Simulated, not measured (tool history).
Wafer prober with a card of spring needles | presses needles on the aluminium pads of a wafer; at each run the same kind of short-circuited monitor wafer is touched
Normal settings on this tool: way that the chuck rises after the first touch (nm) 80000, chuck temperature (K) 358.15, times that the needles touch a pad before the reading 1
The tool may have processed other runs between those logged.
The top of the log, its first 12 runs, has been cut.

| run | hour | way that the chuck rises after the first touch (nm) | chuck temperature (K) | times that the needles touch a pad before the reading | touches since the tips were cleaned | cleanings since the card got new needles | touches since the first contact's height was set | resistance of one needle with its contact and lead (mohm) | way that a needle slides on the pad (nm) |
|---|---|---|---|---|---|---|---|---|---|
|  | 239.6 | tips cleaned on abrasive film |
|  | 252.5 | tips cleaned on abrasive film |
| 13 | 256.9 | 80000 | 358.15 | 1 | 1948 | 42 | 39080 | 195 | 13600 |
|  | 265.7 | tips cleaned on abrasive film |
|  | 277.4 | tips cleaned on abrasive film |
| 14 | 283.1 | 80000 | 358.15 | 1 | 2526 | 44 | 50477 | 198 | 13540 |
|  | 289.3 | tips cleaned on abrasive film |
|  | 293.5 | height of the first contact set anew, once more |
|  | 302.4 | tips cleaned on abrasive film |
| 15 | 305.7 | 80000 | 358.15 | 1 | 1483 | 46 | 5344 | 189 | 14070 |
|  | 314.1 | tips cleaned on abrasive film |
|  | 326.6 | tips cleaned on abrasive film |
| 16 | 330 | 80000 | 304.15 | 1 | 1493 | 48 | 15876 | 180 | 14060 |
|  | 339.1 | tips cleaned on abrasive film |
|  | 351 | tips cleaned on abrasive film |
| 17 | 354.1 | 80000 | 304.15 | 2 | 1353 | 50 | 26354 | 170 | 14040 |
|  | 363.1 | tips cleaned on abrasive film |
| 18 | 370.5 | 80000 | 304.15 | 2 | 3241 | 51 | 33537 | 180 | 14040 |
|  | 375.1 | tips cleaned on abrasive film |
| 19 | 385 | 80000 | 304.15 | 2 | 4355 | 52 | 39856 | 188 | 14010 |
|  | 388.3 | tips cleaned on abrasive film |
|  | 401.4 | tips cleaned on abrasive film |
| 20 | 405.4 | 80000 | 304.15 | 2 | 1738 | 54 | 48675 | 172 | 13980 |
|  | 413.1 | tips cleaned on abrasive film |
|  | 425.5 | tips cleaned on abrasive film |
| 21 | 430 | 80000 | 365.15 | 1 | 1998 | 56 | 59411 | 194 | 14000 |
|  | 438.3 | tips cleaned on abrasive film |
|  | 450.5 | tips cleaned on abrasive film |
| 22 | 455.9 | 66000 | 334.15 | 1 | 2372 | 58 | 70654 | 211 | 11500 |
|  | 462.8 | tips cleaned on abrasive film |
| 23 | 470.1 | 66000 | 334.15 | 1 | 3195 | 59 | 76849 | 220 | 11470 |
|  | 475.8 | tips cleaned on abrasive film |
|  | 487.6 | tips cleaned on abrasive film |
| 24 | 490.6 | 66000 | 334.15 | 1 | 1333 | 61 | 85770 | 191 | 11460 |
|  | 500.5 | tips cleaned on abrasive film |
|  | 513.3 | tips cleaned on abrasive film |
| 25 | 515 | 66000 | 334.15 | 1 | 707 | 63 | 96343 | 184 | 11450 |
|  | 525.5 | tips cleaned on abrasive film |
|  | 537.3 | tips cleaned on abrasive film |
| 26 | 542 | 66000 | 334.15 | 1 | 2047 | 65 | 108111 | 205 | 11450 |
|  | 549.9 | tips cleaned on abrasive film |
|  | 562 | tips cleaned on abrasive film |
| 27 | 568 | 78000 | 358.15 | 1 | 2670 | 67 | 119444 | 207 | 13520 |
|  | 574.2 | tips cleaned on abrasive film |
| 28 | 580.6 | 78000 | 358.15 | 1 | 2789 | 68 | 124886 | 209 | 13550 |
|  | 585.7 | tips cleaned on abrasive film |
|  | 598.1 | tips cleaned on abrasive film |
| 29 | 607.3 | 96000 | 305.15 | 2 | 4042 | 70 | 136531 | 178 | 16660 |
|  | 610 | tips cleaned on abrasive film |
|  | 621.7 | tips cleaned on abrasive film |
| 30 | 624.9 | 91000 | 302.15 | 2 | 1387 | 72 | 144138 | 167 | 15800 |
|  | 635.1 | tips cleaned on abrasive film |
|  | 647.1 | tips cleaned on abrasive film |
| 31 | 647.1 | 71000 | 315.15 | 1 | 0 | 74 | 153809 | 168 | 12240 |

Here are 4 independent what-if runs from the current tool condition. What would each one return?
|  | 658.9 | tips cleaned on abrasive film |
| A | 659.1 | 92000 | 358.15 | 1 | 96 | 75 | 159014 | ? | ? |
|  | 658.9 | tips cleaned on abrasive film |
| B | 659.1 | 62000 | 324.15 | 1 | 96 | 75 | 159014 | ? | ? |
|  | 658.9 | tips cleaned on abrasive film |
| C | 659.1 | 80000 | 326.15 | 1 | 96 | 75 | 159014 | ? | ? |
|  | 658.9 | tips cleaned on abrasive film |
| D | 659.1 | 88000 | 323.15 | 2 | 96 | 75 | 159014 | ? | ? |

| run | resistance of one needle with its contact and lead (mohm) | way that a needle slides on the pad (nm) |
|---|---|---|
| A | 171 | 15950 |
| B | 176 | 10630 |
| C | 172 | 13840 |
| D | 164 | 15220 |
Had the tool no hidden state, the same runs would have come out as:
| run | resistance of one needle with its contact and lead (mohm) | way that a needle slides on the pad (nm) |
|---|---|---|
| A | 165 | 16200 |
| B | 163 | 10890 |
| C | 163 | 14100 |
| D | 160 | 15480 |
